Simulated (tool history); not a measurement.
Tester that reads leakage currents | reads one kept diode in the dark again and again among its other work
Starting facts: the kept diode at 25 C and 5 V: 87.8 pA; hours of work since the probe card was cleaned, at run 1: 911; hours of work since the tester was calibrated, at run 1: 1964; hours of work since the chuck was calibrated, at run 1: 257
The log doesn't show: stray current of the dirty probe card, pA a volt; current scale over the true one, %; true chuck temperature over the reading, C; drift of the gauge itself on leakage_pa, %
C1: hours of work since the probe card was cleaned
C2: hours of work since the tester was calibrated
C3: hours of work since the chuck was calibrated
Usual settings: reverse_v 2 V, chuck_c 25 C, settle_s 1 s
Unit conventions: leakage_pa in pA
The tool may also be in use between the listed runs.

{"run": 1, "hour": 0.0, "reverse_v": 2, "chuck_c": 25, "settle_s": 1, "C1": 911, "C2": 1964, "C3": 257, "leakage_pa": 57.68}
{"run": 2, "hour": 208.8, "reverse_v": 2, "chuck_c": 25, "settle_s": 1, "C1": 1028, "C2": 2080, "C3": 374, "leakage_pa": 57.49}
{"run": 3, "hour": 331.8, "reverse_v": 3.33, "chuck_c": 25, "settle_s": 1, "C1": 1096, "C2": 2149, "C3": 442, "leakage_pa": 72.27}
{"run": 4, "hour": 456.8, "reverse_v": 3.33, "chuck_c": 25, "settle_s": 1, "C1": 1166, "C2": 2218, "C3": 512, "leakage_pa": 71.83}
{"run": 5, "hour": 739.4, "reverse_v": 2, "chuck_c": 25, "settle_s": 1.97, "C1": 1323, "C2": 2376, "C3": 669, "leakage_pa": 56.19}
{"hour": 758.9, "done": "probe card cleaned and baked"}
{"run": 6, "hour": 899.4, "reverse_v": 2, "chuck_c": 41, "settle_s": 1, "C1": 78, "C2": 2463, "C3": 757, "leakage_pa": 204.41}
{"run": 7, "hour": 1117.1, "reverse_v": 2, "chuck_c": 41, "settle_s": 1, "C1": 199, "C2": 2584, "C3": 878, "leakage_pa": 202.57}
{"hour": 1267.3, "done": "chuck's temperature calibrated"}
{"run": 8, "hour": 1267.3, "reverse_v": 7.51, "chuck_c": 25, "settle_s": 0.92, "C1": 282, "C2": 2667, "C3": 0, "leakage_pa": 110.4}
{"run": 9, "hour": 1486.4, "reverse_v": 11.82, "chuck_c": 22, "settle_s": 9.63, "C1": 404, "C2": 2789, "C3": 122, "leakage_pa": 104.13}
{"run": 10, "hour": 1611.8, "reverse_v": 11.82, "chuck_c": 22, "settle_s": 9.63, "C1": 474, "C2": 2859, "C3": 192, "leakage_pa": 104.37}
{"run": 11, "hour": 1868.1, "reverse_v": 14.97, "chuck_c": 25, "settle_s": 0.96, "C1": 617, "C2": 3001, "C3": 335, "leakage_pa": 150.91}

5 options for the next run, each taken on its own from the tool as it stands now. Forecast them:
{"run": "A", "hour": 2005.1, "reverse_v": 2, "chuck_c": 25, "settle_s": 5.33, "C1": 693, "C2": 3078, "C3": 411, "leakage_pa": "?"}
{"run": "B", "hour": 2005.1, "reverse_v": 7.69, "chuck_c": 38, "settle_s": 0.96, "C1": 693, "C2": 3078, "C3": 411, "leakage_pa": "?"}
{"run": "C", "hour": 2005.1, "reverse_v": 2, "chuck_c": 52, "settle_s": 1, "C1": 693, "C2": 3078, "C3": 411, "leakage_pa": "?"}
{"run": "D", "hour": 2005.1, "reverse_v": 6.44, "chuck_c": 25, "settle_s": 2.29, "C1": 693, "C2": 3078, "C3": 411, "leakage_pa": "?"}
{"run": "E", "hour": 2005.1, "reverse_v": 3.48, "chuck_c": 25, "settle_s": 0.96, "C1": 693, "C2": 3078, "C3": 411, "leakage_pa": "?"}

run=A leakage_pa=57.71
run=B leakage_pa=307.75
run=C leakage_pa=478.93
run=D leakage_pa=99.18
run=E leakage_pa=75.19
With no hidden state in the tool, these same runs would have given:
run=A leakage_pa=58.32
run=B leakage_pa=311.99
run=C leakage_pa=489.51
run=D leakage_pa=98.87
run=E leakage_pa=75.58

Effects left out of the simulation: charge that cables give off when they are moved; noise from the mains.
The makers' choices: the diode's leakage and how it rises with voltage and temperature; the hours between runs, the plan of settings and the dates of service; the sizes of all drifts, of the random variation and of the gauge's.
